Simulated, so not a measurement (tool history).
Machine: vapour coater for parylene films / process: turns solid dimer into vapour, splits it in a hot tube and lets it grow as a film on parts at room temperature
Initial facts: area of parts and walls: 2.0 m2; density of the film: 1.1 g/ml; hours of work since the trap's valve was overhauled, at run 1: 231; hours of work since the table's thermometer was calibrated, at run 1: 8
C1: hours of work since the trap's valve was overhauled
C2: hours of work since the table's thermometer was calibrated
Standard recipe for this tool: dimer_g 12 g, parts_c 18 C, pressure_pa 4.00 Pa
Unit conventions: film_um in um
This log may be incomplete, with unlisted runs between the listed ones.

Run 1, hour 0.0: usual settings; C1 231; C2 8. Result: film_um 3.89 um.
Run 2, hour 44.3: usual settings; C1 253; C2 29. Result: film_um 3.81 um.
Run 3, hour 87.8: usual settings; C1 274; C2 51. Result: film_um 3.78 um.
Run 4, hour 120.8: usual settings; C1 290; C2 67. Result: film_um 3.79 um.
Run 5, hour 149.9: usual settings; C1 305; C2 81. Result: film_um 3.79 um.
Run 6, hour 182.6: usual settings; C1 321; C2 97. Result: film_um 3.82 um.
Run 7, hour 237.3: usual settings; C1 347; C2 124. Result: film_um 3.83 um.
Run 8, hour 269.6: usual settings but pressure_pa 5.76 Pa; C1 363; C2 140. Result: film_um 3.74 um.
Run 9, hour 333.7: usual settings but pressure_pa 5.76 Pa; C1 395; C2 172. Result: film_um 3.67 um.

For run 10, what comes out?
Run 10, hour 383.4: usual settings but dimer_g 9 g, parts_c 29 C, pressure_pa 4.26 Pa; C1 419; C2 196. Result: film_um ?.

{"run 10": {"film_um": 1.82}}
If the tool had no hidden condition, the same run with the same run-to-run variation would have returned film_um 1.82 um.
